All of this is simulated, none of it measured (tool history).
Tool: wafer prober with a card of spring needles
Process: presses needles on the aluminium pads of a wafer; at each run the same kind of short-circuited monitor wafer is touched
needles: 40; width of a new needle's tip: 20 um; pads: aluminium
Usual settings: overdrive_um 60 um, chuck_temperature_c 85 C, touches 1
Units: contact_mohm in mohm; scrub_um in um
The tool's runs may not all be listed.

run,day,overdrive_um,chuck_temperature_c,touches,contact_mohm,scrub_um
1,0,60,85,1,352,12.56
# day 0.346: tips cleaned on abrasive film
2,0.921,60,85,2,274,12.54
# day 1.371: tips cleaned on abrasive film
# day 2.279: tips cleaned on abrasive film
3,2.417,60,85,1,266,12.53
# day 3.312: tips cleaned on abrasive film
4,3.6,60,85,1,313,12.52
# day 4.258: tips cleaned on abrasive film
# day 5.133: tips cleaned on abrasive film
5,5.454,60,58,1,310,12.47
# day 5.704: height of the first contact set anew
# day 6.071: tips cleaned on abrasive film
# day 6.971: tips cleaned on abrasive film
6,7.225,60,58,1,313,12.3
# day 7.967: tips cleaned on abrasive film
# day 8.946: tips cleaned on abrasive film
7,9.038,60,58,1,235,12.27
# day 9.842: tips cleaned on abrasive film
8,9.954,60,58,1,254,12.26
# day 10.75: tips cleaned on abrasive film
9,11.142,60,58,1,337,12.23
# day 11.642: tips cleaned on abrasive film
10,11.946,60,44,1,305,12.22
# day 12.562: tips cleaned on abrasive film
11,13.371,60,85,1,384,12.21
# day 13.521: tips cleaned on abrasive film
12,14.192,60,85,1,378,12.17
# day 14.429: tips cleaned on abrasive film
# day 15.329: tips cleaned on abrasive film
13,15.479,60,85,1,271,12.16
# day 16.321: tips cleaned on abrasive film
14,16.767,60,87,1,358,12.13
# day 17.104: height of the first contact set anew, once more
# day 17.267: tips cleaned on abrasive film
15,17.962,60,85,1,371,12.67
# day 18.196: tips cleaned on abrasive film
# day 19.088: tips cleaned on abrasive film
16,19.462,60,85,1,316,12.63
# day 19.967: tips cleaned on abrasive film
# day 20.842: tips cleaned on abrasive film
17,21.083,50,34,1,361,10.47

Run 18 comes next. What will it give?
# day 21.812: tips cleaned on abrasive film
18,21.933,50,34,1,?,?

{"run 18": {"contact_mohm": 295, "scrub_um": 10.44}}
Without the tool's hidden state the same run would have given contact_mohm 160 mohm, scrub_um 10.55 um.
